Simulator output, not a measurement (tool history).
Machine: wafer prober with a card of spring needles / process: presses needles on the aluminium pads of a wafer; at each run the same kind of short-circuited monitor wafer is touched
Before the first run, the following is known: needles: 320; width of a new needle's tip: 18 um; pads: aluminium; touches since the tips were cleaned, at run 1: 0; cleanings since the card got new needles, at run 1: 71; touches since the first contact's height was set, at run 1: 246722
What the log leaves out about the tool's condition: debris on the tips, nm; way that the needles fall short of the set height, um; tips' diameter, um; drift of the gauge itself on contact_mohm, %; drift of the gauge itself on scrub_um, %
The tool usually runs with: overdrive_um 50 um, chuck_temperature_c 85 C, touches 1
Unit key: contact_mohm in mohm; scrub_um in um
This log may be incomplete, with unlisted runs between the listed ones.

run    hour  overdrive_um  chuck_temperature_c  touches  touches since the tips were cleaned  cleanings since the card got new needles  touches since the first contact's height was set  contact_mohm  scrub_um
  1     0.0            50                   85        1                                    0                                        71                                            246722           250     13.03
        4.1  -- height of the first contact set anew
       21.5  -- tips cleaned on abrasive film
  2    28.1            50                   85        1                                 2958                                        72                                             10722           286     12.83
       44.5  -- tips cleaned on abrasive film
  3    62.2            50                   85        1                                 7925                                        73                                             25922           317     12.79
       66.0  -- tips cleaned on abrasive film
       86.7  -- tips cleaned on abrasive film
  4    92.2            50                   85        1                                 2448                                        75                                             39237           297     12.80
      108.7  -- tips cleaned on abrasive film
      128.7  -- tips cleaned on abrasive film
      138.7  -- height of the first contact set anew, once more
  5   140.6            50                   85        1                                 5209                                        77                                               861           302     13.35
      149.8  -- tips cleaned on abrasive film
      171.0  -- tips cleaned on abrasive film
  6   185.4            50                   85        1                                 6457                                        79                                             20832           312     13.32
      193.0  -- tips cleaned on abrasive film
      216.4  -- tips cleaned on abrasive film
      236.6  -- tips cleaned on abrasive film
  7   237.9            50                   85        1                                  587                                        82                                             44190           260     13.22
      257.7  -- tips cleaned on abrasive film
  8   276.4            50                   47        1                                 8353                                        83                                             61350           308     13.29
      280.2  -- tips cleaned on abrasive film
      301.0  -- tips cleaned on abrasive film
  9   301.0            50                   47        1                                    4                                        85                                             72283           239     13.23
      323.2  -- tips cleaned on abrasive film
 10   338.4            50                   47        1                                 6808                                        86                                             88956           305     13.22
      344.6  -- tips cleaned on abrasive film
      365.7  -- tips cleaned on abrasive film
      386.7  -- tips cleaned on abrasive film
 11   391.5            50                   47        1                                 2111                                        89                                            112566           275     13.18
      408.2  -- tips cleaned on abrasive film
 12   418.4            50                   47        1                                 4602                                        90                                            124601           299     13.16
      429.4  -- tips cleaned on abrasive film
 13   447.6            50                   47        1                                 8139                                        91                                            137592           307     13.15
      450.9  -- tips cleaned on abrasive film
      471.1  -- tips cleaned on abrasive film
 14   483.7            50                   47        1                                 5637                                        93                                            153685           300     13.11
      492.1  -- tips cleaned on abrasive film
      515.2  -- tips cleaned on abrasive film
 15   533.6            50                   85        1                                 8255                                        95                                            175910           315     13.11
      538.2  -- tips cleaned on abrasive film
      559.0  -- tips cleaned on abrasive film
 16   575.6            50                  117        1                                 7422                                        97                                            194586           323     13.12
      578.4  -- tips cleaned on abrasive film
      598.1  -- tips cleaned on abrasive film
 17   609.5            40                  108        3                                 5119                                        99                                            209703           291     10.41
      618.2  -- tips cleaned on abrasive film
      639.7  -- tips cleaned on abrasive film
 18   645.9            40                  108        3                                 2771                                       101                                            225897           281     10.37
      661.7  -- tips cleaned on abrasive film
 19   669.3            40                  108        3                                 3386                                       102                                            236312           286     10.38
      681.8  -- tips cleaned on abrasive film
      694.1  -- height of the first contact set anew
      701.5  -- tips cleaned on abrasive film
 20   702.0            48                   61        1                                  217                                       104                                              3510           250     12.80
      723.8  -- tips cleaned on abrasive film
 21   741.0            37                   85        1                                 7715                                       105                                             20933           372      9.86
      745.6  -- tips cleaned on abrasive film
      765.8  -- tips cleaned on abrasive film
      785.7  -- tips cleaned on abrasive film
 22   790.1            37                   85        1                                 1989                                       108                                             42751           314      9.82
      807.6  -- tips cleaned on abrasive film
 23   813.9            37                   85        1                                 2831                                       109                                             53371           341      9.77
      828.8  -- tips cleaned on abrasive film
      851.0  -- tips cleaned on abrasive film
 24   862.4            50                   30        1                                 5075                                       111                                             74953           297     13.27
      870.5  -- tips cleaned on abrasive film
      890.0  -- tips cleaned on abrasive film
 25   895.1            48                  115        1                                 2302                                       113                                             89521           294     12.69
      910.8  -- tips cleaned on abrasive film
      932.5  -- tips cleaned on abrasive film
 26   945.6            58                   27        3                                 5880                                       115                                            112040           248     15.32
      954.4  -- tips cleaned on abrasive film
 27   972.1            58                   27        2                                 7898                                       116                                            123824           263     15.31
      974.6  -- tips cleaned on abrasive film
      994.4  -- tips cleaned on abrasive film
     1016.1  -- tips cleaned on abrasive film
 28  1023.4            58                   27        2                                 3280                                       119                                            146646           253     15.24
     1035.7  -- tips cleaned on abrasive film
     1056.2  -- tips cleaned on abrasive film
 29  1071.2            58                   27        2                                 6731                                       121                                            167965           262     15.27
     1076.6  -- tips cleaned on abrasive film
     1099.7  -- tips cleaned on abrasive film
     1120.1  -- tips cleaned on abrasive film
 30  1123.8            58                   53        3                                 1651                                       124                                            191334           242     15.22
     1142.6  -- tips cleaned on abrasive film
     1163.6  -- tips cleaned on abrasive film
 31  1172.3            44                   89        1                                 3887                                       126                                            212974           319     11.43

Below are 3 alternative next runs, each starting from the tool's condition after run 31. Predict each:
     1184.5  -- tips cleaned on abrasive film
     1206.4  -- tips cleaned on abrasive film
  A  1220.7            39                   89        1                                 6402                                       128                                            234552             ?         ?
     1184.5  -- tips cleaned on abrasive film
     1206.4  -- tips cleaned on abrasive film
  B  1220.7            35                   85        1                                 6402                                       128                                            234552             ?         ?
     1184.5  -- tips cleaned on abrasive film
     1206.4  -- tips cleaned on abrasive film
  C  1220.7            50                   81        1                                 6402                                       128                                            234552             ?         ?

run  contact_mohm  scrub_um
  A           362     10.13
  B           387      9.03
  C           308     13.01
The same runs, with their run-to-run variation unchanged, on a tool lacking any hidden condition would have given:
run  contact_mohm  scrub_um
  A           252     10.42
  B           253      9.32
  C           239     13.31
